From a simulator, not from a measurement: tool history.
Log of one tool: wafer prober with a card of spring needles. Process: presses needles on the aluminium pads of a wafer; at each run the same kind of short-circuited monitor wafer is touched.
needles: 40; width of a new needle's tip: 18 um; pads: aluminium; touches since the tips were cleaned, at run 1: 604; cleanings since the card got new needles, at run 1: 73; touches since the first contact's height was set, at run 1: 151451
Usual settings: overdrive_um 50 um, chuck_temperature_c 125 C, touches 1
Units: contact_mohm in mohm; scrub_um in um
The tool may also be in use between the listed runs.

| run | hour | overdrive_um | chuck_temperature_c | touches | touches since the tips were cleaned | cleanings since the card got new needles | touches since the first contact's height was set | contact_mohm | scrub_um |
|---|---|---|---|---|---|---|---|---|---|
| 1 | 0.0 | 50 | 125 | 1 | 604 | 73 | 151451 | 356 | 6.57 |
|  | 3.5 | tips cleaned on abrasive film |
|  | 8.2 | tips cleaned on abrasive film |
|  | 12.9 | tips cleaned on abrasive film |
|  | 18.7 | tips cleaned on abrasive film |
|  | 23.4 | tips cleaned on abrasive film |
|  | 28.0 | tips cleaned on abrasive film |
| 2 | 30.8 | 50 | 125 | 1 | 1144 | 79 | 163889 | 424 | 6.22 |
|  | 33.2 | tips cleaned on abrasive film |
|  | 37.9 | tips cleaned on abrasive film |
|  | 42.5 | tips cleaned on abrasive film |
|  | 47.2 | tips cleaned on abrasive film |
| 3 | 49.0 | 50 | 125 | 1 | 751 | 83 | 171227 | 386 | 6.24 |
|  | 52.5 | tips cleaned on abrasive film |
|  | 57.2 | tips cleaned on abrasive film |
|  | 61.9 | tips cleaned on abrasive film |
|  | 66.6 | tips cleaned on abrasive film |
| 4 | 67.8 | 50 | 125 | 2 | 509 | 87 | 178793 | 336 | 6.16 |
|  | 71.3 | tips cleaned on abrasive film |
|  | 76.0 | tips cleaned on abrasive film |
|  | 81.8 | tips cleaned on abrasive film |
|  | 86.5 | tips cleaned on abrasive film |
|  | 92.3 | tips cleaned on abrasive film |
|  | 98.1 | tips cleaned on abrasive film |
| 5 | 98.9 | 61 | 125 | 1 | 344 | 93 | 191375 | 336 | 7.75 |
|  | 103.6 | tips cleaned on abrasive film |
|  | 108.3 | tips cleaned on abrasive film |
|  | 113.0 | tips cleaned on abrasive film |
|  | 116.5 | tips cleaned on abrasive film, once more |
|  | 121.2 | tips cleaned on abrasive film |
|  | 125.8 | tips cleaned on abrasive film |
|  | 130.5 | tips cleaned on abrasive film |
|  | 136.0 | tips cleaned on abrasive film |
| 6 | 136.0 | 50 | 125 | 1 | 0 | 101 | 206306 | 306 | 6.08 |
|  | 141.8 | tips cleaned on abrasive film |
|  | 146.5 | tips cleaned on abrasive film |
|  | 152.3 | tips cleaned on abrasive film |
| 7 | 155.1 | 50 | 73 | 1 | 1149 | 104 | 214042 | 452 | 6.05 |
|  | 157.5 | tips cleaned on abrasive film |
|  | 162.1 | tips cleaned on abrasive film |
|  | 165.9 | height of the first contact set anew |
|  | 167.1 | tips cleaned on abrasive film |
|  | 172.3 | tips cleaned on abrasive film |
| 8 | 172.3 | 50 | 73 | 1 | 0 | 108 | 2560 | 283 | 7.24 |
|  | 178.1 | tips cleaned on abrasive film |
|  | 182.8 | tips cleaned on abrasive film |
|  | 187.4 | tips cleaned on abrasive film |
|  | 192.1 | tips cleaned on abrasive film |
|  | 196.8 | tips cleaned on abrasive film |
| 9 | 201.1 | 58 | 121 | 3 | 1779 | 113 | 14219 | 327 | 8.26 |
|  | 202.3 | tips cleaned on abrasive film |
|  | 207.0 | tips cleaned on abrasive film |
|  | 211.7 | tips cleaned on abrasive film |
|  | 216.3 | tips cleaned on abrasive film |
|  | 221.0 | tips cleaned on abrasive film |
|  | 225.7 | tips cleaned on abrasive film |
| 10 | 228.1 | 31 | 50 | 1 | 998 | 119 | 25098 | 583 | 4.33 |
|  | 230.5 | tips cleaned on abrasive film |
|  | 235.2 | tips cleaned on abrasive film |
|  | 239.8 | tips cleaned on abrasive film |
|  | 244.5 | tips cleaned on abrasive film |
|  | 249.2 | tips cleaned on abrasive film |
| 11 | 250.9 | 31 | 50 | 1 | 714 | 124 | 34280 | 483 | 4.32 |
|  | 254.4 | tips cleaned on abrasive film |
|  | 259.1 | tips cleaned on abrasive film |
|  | 263.8 | tips cleaned on abrasive film |
|  | 268.5 | tips cleaned on abrasive film |
|  | 274.3 | tips cleaned on abrasive film |
|  | 278.9 | tips cleaned on abrasive film |
|  | 284.7 | tips cleaned on abrasive film |
| 12 | 287.4 | 31 | 50 | 1 | 1106 | 131 | 49033 | 583 | 4.25 |
|  | 289.8 | tips cleaned on abrasive film |
|  | 295.6 | tips cleaned on abrasive film |
|  | 300.3 | tips cleaned on abrasive film |
|  | 305.0 | tips cleaned on abrasive film |
|  | 309.6 | tips cleaned on abrasive film |
|  | 314.3 | tips cleaned on abrasive film |
| 13 | 314.8 | 50 | 125 | 2 | 216 | 137 | 60072 | 308 | 6.97 |
|  | 319.5 | tips cleaned on abrasive film |
|  | 324.2 | tips cleaned on abrasive film |
|  | 328.8 | tips cleaned on abrasive film |
|  | 333.5 | tips cleaned on abrasive film |
| 14 | 337.1 | 54 | 34 | 1 | 1484 | 141 | 69082 | 395 | 7.46 |
|  | 338.4 | tips cleaned on abrasive film |
|  | 343.0 | tips cleaned on abrasive film |
|  | 347.7 | tips cleaned on abrasive film |
|  | 352.4 | tips cleaned on abrasive film |
|  | 358.2 | tips cleaned on abrasive film |
|  | 362.9 | tips cleaned on abrasive film |
|  | 368.7 | tips cleaned on abrasive film |
|  | 373.3 | tips cleaned on abrasive film |
| 15 | 377.9 | 54 | 34 | 1 | 1872 | 149 | 85541 | 449 | 7.42 |
|  | 379.1 | tips cleaned on abrasive film |
|  | 384.9 | tips cleaned on abrasive film |
|  | 389.6 | tips cleaned on abrasive film |
|  | 394.3 | tips cleaned on abrasive film |
|  | 399.0 | tips cleaned on abrasive film |
| 16 | 400.2 | 54 | 34 | 1 | 513 | 154 | 94523 | 339 | 7.35 |

Some steps in contact_mohm between neighbouring runs. How much of each would the tool show without its hidden state too (settings, what came in, random variation), and how much is left for the hidden state, with any gauge scatter that isn't in both results?
The hidden state here: debris on the tips, nm; way that the needles fall short of the set height, um; tips' diameter, um; drift of the gauge itself on contact_mohm, %; drift of the gauge itself on scrub_um, %.
Run 12 -> 13: overdrive_um 31 -> 50, chuck_temperature_c 50 -> 125, touches 1 -> 2, tips cleaned on abrasive film, tips cleaned on abrasive film, tips cleaned on abrasive film, tips cleaned on abrasive film, tips cleaned on abrasive film, tips cleaned on abrasive film. contact_mohm -275 mohm: hidden state -286, all else +11.

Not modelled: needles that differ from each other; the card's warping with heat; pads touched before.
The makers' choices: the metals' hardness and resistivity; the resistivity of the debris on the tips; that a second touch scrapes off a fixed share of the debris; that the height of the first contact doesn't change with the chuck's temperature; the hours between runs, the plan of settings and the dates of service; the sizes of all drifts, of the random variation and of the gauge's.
